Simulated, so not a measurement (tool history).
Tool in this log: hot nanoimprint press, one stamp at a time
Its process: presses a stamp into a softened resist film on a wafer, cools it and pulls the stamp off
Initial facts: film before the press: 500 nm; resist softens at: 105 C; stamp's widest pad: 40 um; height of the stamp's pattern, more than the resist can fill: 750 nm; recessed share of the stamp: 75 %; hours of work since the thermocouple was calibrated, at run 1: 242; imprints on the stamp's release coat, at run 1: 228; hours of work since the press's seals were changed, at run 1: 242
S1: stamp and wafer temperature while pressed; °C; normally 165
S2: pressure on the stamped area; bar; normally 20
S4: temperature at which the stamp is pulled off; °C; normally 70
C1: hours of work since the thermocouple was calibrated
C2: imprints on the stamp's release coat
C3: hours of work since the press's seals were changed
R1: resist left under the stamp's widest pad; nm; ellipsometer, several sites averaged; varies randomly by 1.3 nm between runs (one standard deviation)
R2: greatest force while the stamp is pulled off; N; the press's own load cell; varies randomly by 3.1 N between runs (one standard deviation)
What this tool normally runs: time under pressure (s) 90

run 1 day=0 | S1=165 S2=20 time_under_pressure_(s)=90 S4=70 | C1=242 C2=228 C3=242 | R1=300.1 R2=267
run 2 day=1.938 | S1=165 S2=20 time_under_pressure_(s)=90 S4=70 | C1=270 C2=396 C3=270 | R1=301.6 R2=275
-- day=3.779 stamp cleaned and given a new release coat
run 3 day=4.271 | S1=165 S2=20 time_under_pressure_(s)=90 S4=70 | C1=301 C2=43 C3=301 | R1=303.7 R2=253
run 4 day=6.05 | S1=165 S2=20 time_under_pressure_(s)=90 S4=70 | C1=327 C2=197 C3=327 | R1=303.2 R2=261
run 5 day=7.804 | S1=165 S2=20 time_under_pressure_(s)=90 S4=70 | C1=353 C2=349 C3=353 | R1=305.7 R2=284
run 6 day=9 | S1=165 S2=20 time_under_pressure_(s)=90 S4=70 | C1=370 C2=453 C3=370 | R1=305 R2=289
-- day=10.158 stamp cleaned and given a new release coat
run 7 day=10.246 | S1=165 S2=20 time_under_pressure_(s)=90 S4=70 | C1=385 C2=7 C3=385 | R1=308.1 R2=252
run 8 day=12.258 | S1=165 S2=20 time_under_pressure_(s)=90 S4=70 | C1=415 C2=181 C3=415 | R1=306.2 R2=265
run 9 day=13.483 | S1=165 S2=20 time_under_pressure_(s)=90 S4=70 | C1=433 C2=287 C3=433 | R1=310.8 R2=273
run 10 day=14.504 | S1=165 S2=20 time_under_pressure_(s)=90 S4=70 | C1=448 C2=376 C3=448 | R1=312.7 R2=280
run 11 day=15.912 | S1=165 S2=20 time_under_pressure_(s)=90 S4=70 | C1=468 C2=498 C3=468 | R1=312.1 R2=291
-- day=16.567 stamp cleaned and given a new release coat
run 12 day=17.362 | S1=165 S2=20 time_under_pressure_(s)=90 S4=70 | C1=486 C2=69 C3=486 | R1=313.9 R2=263
-- day=18.888 press's hydraulic seals changed and the load cell set to zero
run 13 day=18.888 | S1=165 S2=20 time_under_pressure_(s)=90 S4=70 | C1=504 C2=172 C3=0 | R1=309.4 R2=265
-- day=19.817 plate thermocouple calibrated
run 14 day=20.212 | S1=165 S2=20 time_under_pressure_(s)=90 S4=70 | C1=6 C2=276 C3=18 | R1=322.7 R2=283
run 15 day=21.921 | S1=170 S2=14.6 time_under_pressure_(s)=90 S4=76 | C1=31 C2=424 C3=43 | R1=308 R2=249
run 16 day=23.05 | S1=170 S2=20 time_under_pressure_(s)=90 S4=69 | C1=48 C2=522 C3=59 | R1=274.8 R2=314
-- day=23.396 stamp cleaned and given a new release coat
run 17 day=24.754 | S1=160 S2=16.2 time_under_pressure_(s)=64 S4=60 | C1=69 C2=117 C3=81 | R1=420.2 R2=336
-- day=26.046 plate thermocouple calibrated, once more
run 18 day=26.075 | S1=160 S2=18.7 time_under_pressure_(s)=103 S4=60 | C1=0 C2=221 C3=98 | R1=337.2 R2=321
run 19 day=27.758 | S1=163 S2=20 time_under_pressure_(s)=68 S4=70 | C1=25 C2=367 C3=123 | R1=333.7 R2=267
run 20 day=28.992 | S1=165 S2=13.7 time_under_pressure_(s)=64 S4=70 | C1=43 C2=473 C3=141 | R1=360.2 R2=275
-- day=29.942 stamp cleaned and given a new release coat
run 21 day=31.204 | S1=165 S2=13.7 time_under_pressure_(s)=64 S4=57 | C1=72 C2=110 C3=170 | R1=360.9 R2=333
run 22 day=33.038 | S1=165 S2=20 time_under_pressure_(s)=72 S4=70 | C1=99 C2=268 C3=197 | R1=311.5 R2=265
run 23 day=34.038 | S1=165 S2=20 time_under_pressure_(s)=75 S4=55 | C1=114 C2=355 C3=212 | R1=311 R2=376
run 24 day=35.704 | S1=165 S2=20 time_under_pressure_(s)=75 S4=55 | C1=138 C2=499 C3=236 | R1=310.4 R2=399
-- day=36.383 stamp cleaned and given a new release coat
run 25 day=37.038 | S1=165 S2=18.8 time_under_pressure_(s)=67 S4=60 | C1=154 C2=56 C3=252 | R1=326.4 R2=311
run 26 day=38.508 | S1=165 S2=18.8 time_under_pressure_(s)=67 S4=60 | C1=176 C2=184 C3=274 | R1=330.8 R2=330
run 27 day=40.404 | S1=165 S2=15.6 time_under_pressure_(s)=67 S4=56 | C1=204 C2=348 C3=302 | R1=350.8 R2=371
run 28 day=42.496 | S1=162 S2=27.9 time_under_pressure_(s)=58 S4=73 | C1=235 C2=529 C3=333 | R1=336.2 R2=261

Branching from run 28: 3 alternative next runs. What would each branch give?
-- day=42.912 stamp cleaned and given a new release coat
run A day=43.983 | S1=162 S2=26.3 time_under_pressure_(s)=58 S4=73 | C1=253 C2=93 C3=351 | R1=? R2=?
-- day=42.912 stamp cleaned and given a new release coat
run B day=43.983 | S1=154 S2=27.9 time_under_pressure_(s)=58 S4=73 | C1=253 C2=93 C3=351 | R1=? R2=?
-- day=42.912 stamp cleaned and given a new release coat
run C day=43.983 | S1=173 S2=20 time_under_pressure_(s)=121 S4=65 | C1=253 C2=93 C3=351 | R1=? R2=?

run=A R1=342.7 R2=232
run=B R1=416.3 R2=232
run=C R1=197.8 R2=288
With the hidden condition removed and each run's random variation left untouched, the same runs would have given:
run=A R1=328.4 R2=219
run=B R1=404.3 R2=218
run=C R1=187.9 R2=273
